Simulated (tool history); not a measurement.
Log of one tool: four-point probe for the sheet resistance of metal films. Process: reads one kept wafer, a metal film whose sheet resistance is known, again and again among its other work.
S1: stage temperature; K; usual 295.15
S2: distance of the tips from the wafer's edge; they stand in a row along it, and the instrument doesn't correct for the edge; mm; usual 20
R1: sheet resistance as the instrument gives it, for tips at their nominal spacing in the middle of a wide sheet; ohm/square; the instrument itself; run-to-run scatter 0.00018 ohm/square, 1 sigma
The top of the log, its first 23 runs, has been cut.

run 24 day=41.550 | S1=292.15 S2=20 | R1=0.910500
run 25 day=44.142 | S1=296.15 S2=29 | R1=0.904673
-- day=45.962 stage's thermometer calibrated, once more
run 26 day=46.517 | S1=298.15 S2=4 | R1=0.908233
run 27 day=48.767 | S1=302.15 S2=62 | R1=0.895299
run 28 day=51.033 | S1=308.15 S2=62 | R1=0.888021
run 29 day=53.367 | S1=292.15 S2=6 | R1=0.912701
run 30 day=54.908 | S1=292.15 S2=6 | R1=0.912807
run 31 day=57.358 | S1=302.15 S2=10 | R1=0.897037
run 32 day=58.838 | S1=302.15 S2=10 | R1=0.897161
run 33 day=60.708 | S1=302.15 S2=10 | R1=0.897225
run 34 day=62.200 | S1=299.15 S2=20 | R1=0.900671
run 35 day=64.375 | S1=299.15 S2=20 | R1=0.900865
run 36 day=66.600 | S1=300.15 S2=12 | R1=0.900101

Estimate the outcome of run 37 from the log above:
run 37 day=68.517 | S1=300.15 S2=12 | R1=?

R1: 0.900359 ohm/square
Were there no unlogged condition in the tool, this run, its random variation unchanged, would have produced R1 0.893287 ohm/square.

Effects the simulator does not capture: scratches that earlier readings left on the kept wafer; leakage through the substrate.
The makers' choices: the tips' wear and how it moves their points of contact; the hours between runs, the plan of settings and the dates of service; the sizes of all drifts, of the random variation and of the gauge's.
